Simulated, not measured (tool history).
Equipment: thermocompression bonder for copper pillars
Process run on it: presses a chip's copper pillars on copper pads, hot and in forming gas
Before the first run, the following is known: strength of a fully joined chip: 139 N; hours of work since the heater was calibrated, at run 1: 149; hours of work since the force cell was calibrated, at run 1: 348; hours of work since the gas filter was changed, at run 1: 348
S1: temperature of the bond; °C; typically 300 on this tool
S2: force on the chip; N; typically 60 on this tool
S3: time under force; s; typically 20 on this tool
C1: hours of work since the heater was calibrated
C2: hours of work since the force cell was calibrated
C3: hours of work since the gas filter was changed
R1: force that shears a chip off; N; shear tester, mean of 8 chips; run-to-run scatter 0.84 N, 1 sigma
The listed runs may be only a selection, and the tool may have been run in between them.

run,hour,S1,S2,S3,C1,C2,C3,R1
1,0.0,300,60,20,149,348,348,61.7
2,20.3,300,60,18,162,360,360,59.3
3,34.7,300,60,20,171,369,369,62.3
4,62.2,300,60,20,188,387,387,63.2
5,86.7,280,60,20,203,402,402,47.5
6,106.6,280,60,20,216,414,414,45.9
7,127.9,280,60,20,229,428,428,46.3
8,153.4,300,60,12,245,444,444,50.6
9,173.3,300,60,12,258,456,456,51.6
10,198.4,300,60,12,273,472,472,49.5
11,212.6,300,58,20,282,481,481,59.4
# hour 216.0: heater calibrated with a thermocouple chip
12,234.5,300,58,20,12,493,493,58.6
# hour 244.7: forming gas filter changed
13,252.2,300,58,20,22,504,5,62.8
14,284.9,298,58,20,43,525,25,61.3
15,315.5,298,58,20,62,544,44,58.8
16,336.4,298,58,20,75,557,57,60.2
17,352.1,298,58,20,85,567,67,60.2
# hour 375.2: heater calibrated with a thermocouple chip, once more
18,382.8,298,58,20,5,585,85,59.5
19,399.0,311,60,20,15,595,95,74.1
20,429.1,311,60,20,34,614,114,73.4
21,457.8,311,60,20,52,631,132,71.9
22,488.7,275,80,20,71,651,152,58.6
23,519.9,275,80,20,91,670,171,60.5
24,541.3,275,71,20,104,684,184,52.6
25,570.1,302,76,15,122,702,203,73.5
26,586.2,287,76,59,132,712,213,93.8
27,603.3,301,56,20,143,723,223,58.9
28,616.9,301,56,20,151,731,232,58.9
29,630.9,301,56,20,160,740,241,58.1
30,658.4,300,39,21,177,757,258,39.1
31,679.6,284,36,24,191,770,271,29.4
32,704.2,307,46,19,206,786,286,49.1
33,722.3,326,46,35,217,797,298,76.4
34,753.7,300,60,16,237,817,317,57.0
35,778.5,300,43,58,253,832,333,63.3
36,801.0,273,79,19,267,846,347,53.3
37,826.2,300,66,13,282,862,363,56.6
38,845.0,278,49,14,294,874,375,28.8
39,860.7,309,60,20,304,884,384,66.2

Here are 3 independent what-if runs from the current tool condition. What would each one return?
A,880.8,273,83,15,317,896,397,?
B,880.8,309,60,13,317,896,397,?
C,880.8,290,86,10,317,896,397,?

run,R1
A,50.9
B,56.6
C,59.1
With the hidden condition removed and each run's random variation left untouched, the same runs would have given:
run,R1
A,58.7
B,64.9
C,67.6
